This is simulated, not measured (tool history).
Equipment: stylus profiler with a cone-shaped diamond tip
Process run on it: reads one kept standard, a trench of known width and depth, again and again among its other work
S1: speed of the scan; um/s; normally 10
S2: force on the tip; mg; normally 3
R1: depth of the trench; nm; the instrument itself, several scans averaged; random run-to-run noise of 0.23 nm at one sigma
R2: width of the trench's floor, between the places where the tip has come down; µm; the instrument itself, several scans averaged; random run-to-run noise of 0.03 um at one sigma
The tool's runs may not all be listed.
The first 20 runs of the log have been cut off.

run     day  S1    S2       R1     R2
 21  39.529  10     3  1015.22  45.03
 22  41.908   5  4.89  1022.26  44.98
 23  44.662   6   4.1  1019.19  44.99
 24  46.958   4  2.83  1014.09     45
 25  49.588   4  2.83  1013.99  44.96
 26  52.262   9  1.04  1005.17  44.87
 27  54.929  19  2.95  1014.16   44.8
 28  56.621  19  1.48  1007.24  44.79
 29  57.979  19  1.48   1007.4   44.8
 30  59.258   3  7.61  1030.55  44.88
 31  60.875  11  2.39  1011.77  44.84
 32  63.262  11  2.39  1011.04  44.78
 33  65.629  34  2.13  1010.04  44.69
 34  67.471   4  2.28  1011.05  44.74
 35  69.246   4  2.28  1011.03  44.73
 36  71.375   7  6.68  1027.25  44.72
 37  72.817  24  1.75  1008.45  44.61
 38  75.558   4     3  1013.79  44.67
 39  76.946   4  1.05  1004.35   44.6
 40  79.779   8  3.09  1014.06  44.62
 41  81.417  12  6.03  1025.03  44.58

5 options for the next run, each taken on its own from the tool as it stands now. Forecast them:
  A  82.867  10  1.12   ?   ?
  B  82.867  19  2.19   ?   ?
  C  82.867   7  8.68   ?   ?
  D  82.867  29  5.23   ?   ?
  E  82.867  21  1.74   ?   ?

run       R1     R2
  A  1004.65  44.58
  B  1009.68  44.57
  C  1032.61  44.59
  D  1022.21  44.55
  E  1007.46  44.56
Stripped of hidden state, with their random variation kept, the same runs would have yielded:
run       R1     R2
  A  1009.93  46.52
  B  1014.98  46.51
  C  1038.03  46.53
  D  1027.58  46.49
  E  1012.75  46.49
